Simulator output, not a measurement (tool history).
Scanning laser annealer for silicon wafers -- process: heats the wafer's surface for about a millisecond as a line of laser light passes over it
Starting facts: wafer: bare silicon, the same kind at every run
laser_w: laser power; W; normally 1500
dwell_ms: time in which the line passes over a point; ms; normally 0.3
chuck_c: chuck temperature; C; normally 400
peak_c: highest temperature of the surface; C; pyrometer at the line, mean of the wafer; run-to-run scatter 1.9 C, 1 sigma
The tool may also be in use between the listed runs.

run 1 day=0 | laser_w=1500 dwell_ms=0.3 chuck_c=400 | peak_c=1156
run 2 day=1.862 | laser_w=1500 dwell_ms=0.3 chuck_c=400 | peak_c=1159
run 3 day=3.725 | laser_w=1500 dwell_ms=0.3 chuck_c=400 | peak_c=1155
run 4 day=4.808 | laser_w=1500 dwell_ms=0.3 chuck_c=400 | peak_c=1159
run 5 day=6.246 | laser_w=1500 dwell_ms=0.3 chuck_c=400 | peak_c=1156
run 6 day=7.458 | laser_w=1500 dwell_ms=0.3 chuck_c=400 | peak_c=1152
run 7 day=8.429 | laser_w=1500 dwell_ms=0.3 chuck_c=400 | peak_c=1158
run 8 day=9.45 | laser_w=1500 dwell_ms=0.3 chuck_c=400 | peak_c=1157
run 9 day=10.962 | laser_w=1500 dwell_ms=0.3 chuck_c=400 | peak_c=1155
run 10 day=12.267 | laser_w=1500 dwell_ms=0.3 chuck_c=383 | peak_c=1140
run 11 day=13.55 | laser_w=1500 dwell_ms=0.3 chuck_c=383 | peak_c=1141
run 12 day=15.033 | laser_w=1500 dwell_ms=0.3 chuck_c=383 | peak_c=1140
run 13 day=16.238 | laser_w=1500 dwell_ms=0.3 chuck_c=383 | peak_c=1137
run 14 day=17.654 | laser_w=1500 dwell_ms=0.3 chuck_c=383 | peak_c=1142
run 15 day=19.133 | laser_w=1500 dwell_ms=0.3 chuck_c=400 | peak_c=1155
run 16 day=20.396 | laser_w=1500 dwell_ms=0.3 chuck_c=400 | peak_c=1151
run 17 day=21.738 | laser_w=1500 dwell_ms=0.317 chuck_c=400 | peak_c=1181
run 18 day=23.583 | laser_w=1500 dwell_ms=0.317 chuck_c=400 | peak_c=1179
run 19 day=24.938 | laser_w=1562 dwell_ms=0.317 chuck_c=400 | peak_c=1221
run 20 day=27.442 | laser_w=1500 dwell_ms=0.331 chuck_c=432 | peak_c=1233
run 21 day=29.092 | laser_w=1500 dwell_ms=0.254 chuck_c=432 | peak_c=1117
run 22 day=30.858 | laser_w=1500 dwell_ms=0.254 chuck_c=432 | peak_c=1117
run 23 day=32.3 | laser_w=1354 dwell_ms=0.3 chuck_c=380 | peak_c=1046
run 24 day=33.412 | laser_w=1389 dwell_ms=0.344 chuck_c=380 | peak_c=1128
run 25 day=35.75 | laser_w=1324 dwell_ms=0.294 chuck_c=432 | peak_c=1074
run 26 day=37.746 | laser_w=1324 dwell_ms=0.294 chuck_c=432 | peak_c=1078
run 27 day=39.233 | laser_w=1324 dwell_ms=0.294 chuck_c=432 | peak_c=1076
run 28 day=40.983 | laser_w=1492 dwell_ms=0.3 chuck_c=400 | peak_c=1153
run 29 day=43.296 | laser_w=1284 dwell_ms=0.216 chuck_c=392 | peak_c=909
run 30 day=44.754 | laser_w=1284 dwell_ms=0.216 chuck_c=392 | peak_c=909
run 31 day=46.383 | laser_w=1473 dwell_ms=0.234 chuck_c=410 | peak_c=1047
run 32 day=47.629 | laser_w=1281 dwell_ms=0.282 chuck_c=414 | peak_c=1016
run 33 day=49.242 | laser_w=1281 dwell_ms=0.282 chuck_c=414 | peak_c=1014
run 34 day=51.45 | laser_w=1447 dwell_ms=0.32 chuck_c=385 | peak_c=1136
run 35 day=52.408 | laser_w=1447 dwell_ms=0.32 chuck_c=385 | peak_c=1136
run 36 day=54.662 | laser_w=1447 dwell_ms=0.32 chuck_c=385 | peak_c=1135
run 37 day=56.954 | laser_w=1500 dwell_ms=0.248 chuck_c=433 | peak_c=1108

The log once held 4 entries between its listed runs, left out of this copy. Where does each go, and what is different about the tool's unlogged condition between the listed run before it and the listed run after it?
After run 1, before run 2: window over the wafer cleaned (day 0.408)
  light that passes the window, % of a clean one's: 99.97 -> 100
After run 18, before run 19: window over the wafer cleaned (day 24.246)
  light that passes the window, % of a clean one's: 99.97 -> 100
After run 19, before run 20: optics aligned, line set to its width (day 26.175)
  width of the line over the set one, %: 0.03 -> 0
After run 32, before run 33: window over the wafer cleaned (day 48.217)
  light that passes the window, % of a clean one's: 99.97 -> 100
